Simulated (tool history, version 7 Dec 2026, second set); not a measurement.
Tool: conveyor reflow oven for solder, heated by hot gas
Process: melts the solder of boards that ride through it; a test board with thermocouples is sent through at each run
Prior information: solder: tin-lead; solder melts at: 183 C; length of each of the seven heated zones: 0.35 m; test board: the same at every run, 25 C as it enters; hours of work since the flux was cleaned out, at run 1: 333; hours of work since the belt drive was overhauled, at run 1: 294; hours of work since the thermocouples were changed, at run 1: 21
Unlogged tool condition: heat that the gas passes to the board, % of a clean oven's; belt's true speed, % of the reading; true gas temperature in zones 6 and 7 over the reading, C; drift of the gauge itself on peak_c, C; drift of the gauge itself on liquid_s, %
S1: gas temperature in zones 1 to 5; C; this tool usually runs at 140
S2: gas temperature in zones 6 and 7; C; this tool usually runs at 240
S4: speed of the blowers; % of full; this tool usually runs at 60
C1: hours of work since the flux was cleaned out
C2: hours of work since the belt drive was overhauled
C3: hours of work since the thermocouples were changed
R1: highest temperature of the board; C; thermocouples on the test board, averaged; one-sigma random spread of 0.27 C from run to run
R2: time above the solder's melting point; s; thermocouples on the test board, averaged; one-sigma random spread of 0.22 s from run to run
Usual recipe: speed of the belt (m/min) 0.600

run 1 hour=0.0 | S1=140 S2=240 speed_of_the_belt_(m/min)=0.600 S4=60 | C1=333 C2=294 C3=21 | R1=214.7 R2=49.7
run 2 hour=55.1 | S1=143 S2=240 speed_of_the_belt_(m/min)=0.600 S4=60 | C1=359 C2=320 C3=48 | R1=215.3 R2=51.5
run 3 hour=94.4 | S1=143 S2=240 speed_of_the_belt_(m/min)=0.600 S4=60 | C1=378 C2=339 C3=66 | R1=214.9 R2=51.4
-- hour=113.4 flux residue cleaned out of gas plates and filters
run 4 hour=132.2 | S1=143 S2=240 speed_of_the_belt_(m/min)=0.600 S4=60 | C1=9 C2=355 C3=82 | R1=217.8 R2=53.4
run 5 hour=181.7 | S1=140 S2=240 speed_of_the_belt_(m/min)=0.600 S4=60 | C1=33 C2=378 C3=105 | R1=216.8 R2=51.9
-- hour=188.7 belt drive overhauled, speed set with a stopwatch
run 6 hour=213.0 | S1=140 S2=240 speed_of_the_belt_(m/min)=0.600 S4=60 | C1=46 C2=12 C3=119 | R1=216.8 R2=52.2
run 7 hour=242.2 | S1=130 S2=240 speed_of_the_belt_(m/min)=0.600 S4=60 | C1=60 C2=26 C3=132 | R1=214.6 R2=47.4
run 8 hour=270.6 | S1=130 S2=240 speed_of_the_belt_(m/min)=0.600 S4=60 | C1=73 C2=39 C3=146 | R1=214.6 R2=47.5
-- hour=278.0 belt drive overhauled, speed set with a stopwatch, once more
run 9 hour=307.4 | S1=130 S2=240 speed_of_the_belt_(m/min)=0.600 S4=60 | C1=89 C2=14 C3=162 | R1=213.6 R2=45.6
run 10 hour=347.2 | S1=130 S2=240 speed_of_the_belt_(m/min)=0.600 S4=60 | C1=108 C2=33 C3=181 | R1=213.3 R2=45.7
run 11 hour=386.4 | S1=130 S2=240 speed_of_the_belt_(m/min)=0.600 S4=60 | C1=126 C2=52 C3=199 | R1=212.7 R2=45.8
run 12 hour=445.9 | S1=129 S2=232 speed_of_the_belt_(m/min)=0.600 S4=60 | C1=155 C2=80 C3=228 | R1=206.5 R2=38.5
run 13 hour=502.3 | S1=140 S2=238 speed_of_the_belt_(m/min)=0.693 S4=60 | C1=182 C2=107 C3=255 | R1=207.3 R2=36.5
run 14 hour=555.5 | S1=140 S2=238 speed_of_the_belt_(m/min)=0.693 S4=60 | C1=207 C2=132 C3=280 | R1=207.3 R2=36.3
run 15 hour=582.0 | S1=129 S2=248 speed_of_the_belt_(m/min)=0.519 S4=59 | C1=220 C2=145 C3=293 | R1=224.3 R2=62.5
run 16 hour=612.8 | S1=145 S2=234 speed_of_the_belt_(m/min)=0.505 S4=59 | C1=234 C2=160 C3=307 | R1=215.9 R2=64.1

Hidden condition of the tool, last listed run before each entry between runs versus first listed run after:
In the gap between runs 3 and 4: flux residue cleaned out of gas plates and filters (hour 113.4)
  heat that the gas passes to the board, % of a clean oven's: 89.7 -> 99.5; belt's true speed, % of the reading: 99.23 -> 99.2; true gas temperature in zones 6 and 7 over the reading, C: -0.14 -> -0.2
  measured result minus the result with no hidden state, R1: -2.6 -> +0.0 C; R2: -2.0 -> +0.5 s
In the gap between runs 5 and 6: belt drive overhauled, speed set with a stopwatch (hour 188.7)
  heat that the gas passes to the board, % of a clean oven's: 98.9 -> 98.5; belt's true speed, % of the reading: 99.16 -> 98.57; true gas temperature in zones 6 and 7 over the reading, C: -0.29 -> -0.33
  measured result minus the result with no hidden state, R1: -0.2 -> -0.1 C; R2: +0.3 -> +0.7 s
In the gap between runs 8 and 9: belt drive overhauled, speed set with a stopwatch, once more (hour 278.0)
  heat that the gas passes to the board, % of a clean oven's: 97.8 -> 97.4; belt's true speed, % of the reading: 98.52 -> 99.93; true gas temperature in zones 6 and 7 over the reading, C: -0.43 -> -0.49
  measured result minus the result with no hidden state, R1: -0.4 -> -1.1 C; R2: +0.4 -> -1.0 s
